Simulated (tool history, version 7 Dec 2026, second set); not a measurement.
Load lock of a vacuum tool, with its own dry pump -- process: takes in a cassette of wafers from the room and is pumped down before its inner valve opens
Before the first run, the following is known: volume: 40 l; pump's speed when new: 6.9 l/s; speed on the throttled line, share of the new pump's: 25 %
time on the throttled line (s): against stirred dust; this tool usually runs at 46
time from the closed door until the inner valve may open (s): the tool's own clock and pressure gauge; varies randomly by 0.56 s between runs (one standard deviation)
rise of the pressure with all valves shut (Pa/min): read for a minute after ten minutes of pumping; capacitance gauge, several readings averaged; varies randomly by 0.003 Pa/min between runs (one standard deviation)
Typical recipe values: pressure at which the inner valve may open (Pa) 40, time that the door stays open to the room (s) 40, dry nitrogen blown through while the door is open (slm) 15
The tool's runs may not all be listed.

run    hour  time on the throttled line (s)  pressure at which the inner valve may open (Pa)  time that the door stays open to the room (s)  dry nitrogen blown through while the door is open (slm)  incoming humidity of the room's air, %  time from the closed door until the inner valve may open (s)  rise of the pressure with all valves shut (Pa/min)
  1       0                              46                                               40                                             40                                                       15                                    45.1                                                          80.6                                               0.106
  2   714.7                              46                                               40                                             30                                                       15                                    43.7                                                          81.5                                               0.106
  3  1259.7                              46                                               40                                             30                                                       15                                    43.1                                                          81.1                                               0.114
  4    1667                              46                                               40                                             40                                                       15                                    45.8                                                          81.3                                               0.121
  5  2258.5                              46                                               40                                             40                                                       15                                    47.3                                                          80.7                                               0.131
  6  2633.5                              46                                               40                                             40                                                       21                                    44.3                                                          81.8                                               0.135
  7  3186.3                              46                                               40                                             40                                                       21                                    44.5                                                          83.1                                               0.136
  8  3640.8                              46                                               40                                             40                                                       21                                    45.1                                                          81.8                                               0.134
  9  3997.3                              46                                               40                                             40                                                       21                                    43.3                                                          82.1                                               0.149
 10  4289.6                              62                                               40                                             40                                                       15                                    45.7                                                          94.7                                               0.147
 11  4625.6                              89                                               47                                             28                                                        4                                      47                                                         114.2                                               0.157
 12  4917.8                              89                                               47                                             28                                                        4                                    42.2                                                         113.3                                               0.149
 13    5278                              38                                               29                                            216                                                       27                                    46.2                                                          79.1                                               0.186
 14  5660.8                              38                                               29                                            216                                                       27                                    41.8                                                          79.3                                               0.191
 15  6048.3                              35                                               40                                             40                                                        8                                    43.7                                                          75.1                                               0.172
 16  6632.9                              28                                               40                                             31                                                        8                                    42.2                                                          71.2                                               0.177
 17  6925.7                              54                                               30                                             69                                                       15                                    43.6                                                          91.3                                               0.184
 18  7477.4                              71                                               40                                             40                                                       15                                    44.1                                                         101.7                                               0.179
 19  8033.3                              72                                               40                                            139                                                       15                                    43.3                                                         101.5                                                0.21
 20  8424.5                              39                                               42                                            156                                                       42                                    44.9                                                          79.7                                               0.212

Per-run results on a tool with no hidden state, each run keeping its own random variation:
The tool's hidden condition here consists of: pump's speed, % of a new pump's; leak at the door's seal, Pa l/s; drift of the gauge itself on ready_s, %; drift of the gauge itself on rise_pa_min, %.
run  time from the closed door until the inner valve may open (s)  rise of the pressure with all valves shut (Pa/min)
  1                                                          79.8                                               0.016
  2                                                          80.4                                               0.009
  3                                                          79.8                                               0.012
  4                                                          79.9                                               0.016
  5                                                            79                                               0.018
  6                                                            80                                               0.019
  7                                                          80.9                                               0.015
  8                                                          79.6                                               0.011
  9                                                          79.6                                                0.02
 10                                                          92.2                                               0.013
 11                                                         112.4                                               0.017
 12                                                         111.4                                               0.011
 13                                                          75.7                                               0.042
 14                                                          75.7                                                0.04
 15                                                          71.4                                               0.019
 16                                                            67                                               0.018
 17                                                          87.4                                               0.022
 18                                                          98.3                                               0.013
 19                                                            98                                               0.035
 20                                                          74.9                                                0.03
